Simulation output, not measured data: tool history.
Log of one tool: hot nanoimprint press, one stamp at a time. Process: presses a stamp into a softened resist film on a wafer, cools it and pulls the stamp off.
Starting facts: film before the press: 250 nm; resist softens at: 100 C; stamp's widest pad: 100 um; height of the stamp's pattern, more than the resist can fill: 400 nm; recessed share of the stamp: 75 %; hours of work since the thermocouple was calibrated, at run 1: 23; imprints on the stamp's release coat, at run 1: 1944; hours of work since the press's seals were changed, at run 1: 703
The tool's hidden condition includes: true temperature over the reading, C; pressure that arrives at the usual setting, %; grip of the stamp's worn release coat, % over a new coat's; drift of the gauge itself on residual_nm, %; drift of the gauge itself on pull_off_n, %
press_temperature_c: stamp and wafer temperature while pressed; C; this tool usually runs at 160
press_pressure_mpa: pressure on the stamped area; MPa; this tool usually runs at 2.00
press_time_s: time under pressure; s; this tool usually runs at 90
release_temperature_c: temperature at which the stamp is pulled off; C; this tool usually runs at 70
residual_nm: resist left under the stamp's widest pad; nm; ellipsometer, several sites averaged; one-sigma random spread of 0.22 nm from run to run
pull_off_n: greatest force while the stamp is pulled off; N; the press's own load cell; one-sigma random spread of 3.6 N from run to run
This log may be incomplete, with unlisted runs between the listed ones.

| run | hour | press_temperature_c | press_pressure_mpa | press_time_s | release_temperature_c | hours of work since the thermocouple was calibrated | imprints on the stamp's release coat | hours of work since the press's seals were changed | residual_nm | pull_off_n |
|---|---|---|---|---|---|---|---|---|---|---|
| 1 | 0.0 | 160 | 2.00 | 90 | 70 | 23 | 1944 | 703 | 91.4 | 182 |
|  | 13.0 | stamp cleaned and given a new release coat |
| 2 | 38.5 | 160 | 2.00 | 90 | 70 | 48 | 99 | 728 | 91.2 | 169 |
| 3 | 80.1 | 160 | 2.08 | 90 | 70 | 79 | 263 | 760 | 89.2 | 170 |
| 4 | 130.3 | 160 | 2.08 | 90 | 70 | 118 | 459 | 798 | 88.8 | 170 |
| 5 | 173.4 | 160 | 2.00 | 90 | 70 | 150 | 628 | 831 | 90.9 | 177 |
|  | 209.2 | press's hydraulic seals changed and the load cell set to zero |
| 6 | 218.6 | 160 | 2.00 | 90 | 70 | 179 | 774 | 7 | 90.6 | 173 |
| 7 | 269.2 | 160 | 2.00 | 90 | 69 | 217 | 972 | 46 | 90.3 | 175 |
| 8 | 305.8 | 160 | 2.00 | 90 | 69 | 245 | 1116 | 74 | 90.8 | 167 |
| 9 | 359.2 | 160 | 2.00 | 97 | 69 | 286 | 1326 | 114 | 87.8 | 177 |
| 10 | 397.8 | 160 | 2.00 | 90 | 76 | 315 | 1477 | 144 | 90.4 | 169 |
|  | 416.5 | plate thermocouple calibrated |
| 11 | 451.2 | 160 | 2.00 | 90 | 76 | 26 | 1674 | 182 | 90.2 | 165 |
|  | 528.3 | stamp cleaned and given a new release coat |
| 12 | 530.9 | 160 | 2.00 | 90 | 76 | 83 | 10 | 238 | 90.0 | 164 |
| 13 | 605.5 | 160 | 2.00 | 90 | 76 | 139 | 303 | 295 | 90.0 | 170 |
| 14 | 658.8 | 160 | 2.00 | 90 | 76 | 180 | 512 | 336 | 90.0 | 165 |
| 15 | 702.5 | 160 | 2.00 | 90 | 70 | 213 | 683 | 369 | 89.9 | 177 |
| 16 | 765.2 | 160 | 1.73 | 72 | 70 | 261 | 929 | 417 | 105.1 | 175 |
| 17 | 840.1 | 152 | 2.00 | 55 | 56 | 318 | 1223 | 474 | 138.1 | 189 |
|  | 855.6 | plate thermocouple calibrated |
| 18 | 914.8 | 150 | 1.53 | 157 | 74 | 45 | 1504 | 528 | 123.3 | 175 |
|  | 943.4 | gauge calibrated |
| 19 | 962.5 | 160 | 2.00 | 125 | 62 | 81 | 1691 | 565 | 81.4 | 184 |
| 20 | 1023.0 | 160 | 2.00 | 125 | 62 | 127 | 1928 | 611 | 81.2 | 183 |
|  | 1034.1 | stamp cleaned and given a new release coat |
| 21 | 1064.7 | 160 | 2.00 | 125 | 62 | 155 | 120 | 638 | 81.3 | 187 |
| 22 | 1124.0 | 154 | 2.13 | 78 | 62 | 200 | 352 | 683 | 113.7 | 185 |
| 23 | 1201.9 | 170 | 1.32 | 90 | 70 | 259 | 658 | 742 | 83.6 | 171 |
| 24 | 1247.5 | 170 | 1.32 | 90 | 70 | 294 | 836 | 777 | 83.2 | 180 |
| 25 | 1288.8 | 170 | 1.32 | 80 | 68 | 325 | 998 | 809 | 87.1 | 180 |
|  | 1295.2 | plate thermocouple calibrated |
| 26 | 1324.3 | 160 | 2.00 | 90 | 77 | 22 | 1126 | 833 | 90.5 | 167 |
|  | 1353.1 | press's hydraulic seals changed and the load cell set to zero |
| 27 | 1387.6 | 160 | 1.33 | 90 | 74 | 64 | 1342 | 26 | 113.3 | 172 |
| 28 | 1458.6 | 160 | 1.37 | 162 | 72 | 118 | 1621 | 80 | 91.2 | 168 |
| 29 | 1527.4 | 171 | 2.53 | 90 | 59 | 171 | 1891 | 133 | 54.5 | 190 |

Branching from run 29: 3 alternative next runs. What would each branch give?
|  | 1551.9 | stamp cleaned and given a new release coat |
| A | 1598.1 | 160 | 2.00 | 79 | 62 | 220 | 181 | 182 | ? | ? |
|  | 1551.9 | stamp cleaned and given a new release coat |
| B | 1598.1 | 171 | 2.77 | 54 | 59 | 220 | 181 | 182 | ? | ? |
|  | 1551.9 | stamp cleaned and given a new release coat |
| C | 1598.1 | 171 | 1.71 | 90 | 59 | 220 | 181 | 182 | ? | ? |

| run | residual_nm | pull_off_n |
|---|---|---|
| A | 94.3 | 185 |
| B | 62.2 | 197 |
| C | 69.4 | 196 |
With no hidden state in the tool, these same runs would have given:
| run | residual_nm | pull_off_n |
|---|---|---|
| A | 95.3 | 185 |
| B | 62.8 | 196 |
| C | 70.1 | 196 |

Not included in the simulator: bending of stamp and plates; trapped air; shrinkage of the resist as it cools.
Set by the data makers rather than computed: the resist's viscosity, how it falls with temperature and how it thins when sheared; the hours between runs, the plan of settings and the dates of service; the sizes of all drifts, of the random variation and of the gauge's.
